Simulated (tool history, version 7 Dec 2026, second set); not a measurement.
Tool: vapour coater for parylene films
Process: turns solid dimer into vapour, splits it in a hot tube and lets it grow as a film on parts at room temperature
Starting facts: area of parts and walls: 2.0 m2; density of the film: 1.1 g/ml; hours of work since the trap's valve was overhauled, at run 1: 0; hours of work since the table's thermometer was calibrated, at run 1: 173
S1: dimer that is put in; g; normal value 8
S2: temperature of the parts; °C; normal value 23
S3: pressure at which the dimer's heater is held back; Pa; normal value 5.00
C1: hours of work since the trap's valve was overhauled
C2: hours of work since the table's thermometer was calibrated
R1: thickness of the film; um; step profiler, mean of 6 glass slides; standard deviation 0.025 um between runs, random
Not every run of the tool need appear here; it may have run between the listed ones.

run	day	S1	S2	S3	C1	C2	R1
1	0.000	8	23	5.00	0	173	1.84
2	1.142	8	23	5.00	24	197	1.79
3	2.017	8	23	2.22	42	215	1.87
4	3.100	8	23	2.22	64	237	1.91
5	4.446	7	23	5.00	93	266	1.55
6	5.317	7	23	5.00	111	284	1.56
7	6.038	7	23	5.00	126	299	1.55
8	7.204	7	23	5.00	150	323	1.53
9	8.438	7	23	5.00	176	349	1.57
10	9.992	7	23	5.00	208	381	1.55
11	11.258	6	16	5.00	234	407	1.44
12	12.017	8	23	4.84	250	423	1.72
13	12.692	8	24	5.00	264	437	1.68
# day 12.938: trap's valve overhauled
14	13.712	10	23	5.00	16	455	2.01
15	15.204	8	26	5.00	47	486	1.50
16	16.625	8	26	5.00	77	516	1.49
17	17.604	8	26	5.00	97	536	1.49
# day 18.796: trap's valve overhauled, once more
18	18.996	8	26	5.00	4	561	1.73
19	20.442	8	26	5.00	34	591	1.74

5 options for the next run, each taken on its own from the tool as it stands now. Forecast them:
A	21.242	8	27	5.00	51	608	?
B	21.242	8	18	5.00	51	608	?
C	21.242	8	23	8.82	51	608	?
D	21.242	14	24	3.54	51	608	?
E	21.242	5	21	5.68	51	608	?

run	R1
A	1.66
B	1.96
C	1.73
D	3.22
E	1.16
With no hidden state in the tool, these same runs would have given:
run	R1
A	1.70
B	2.02
C	1.78
D	3.31
E	1.19
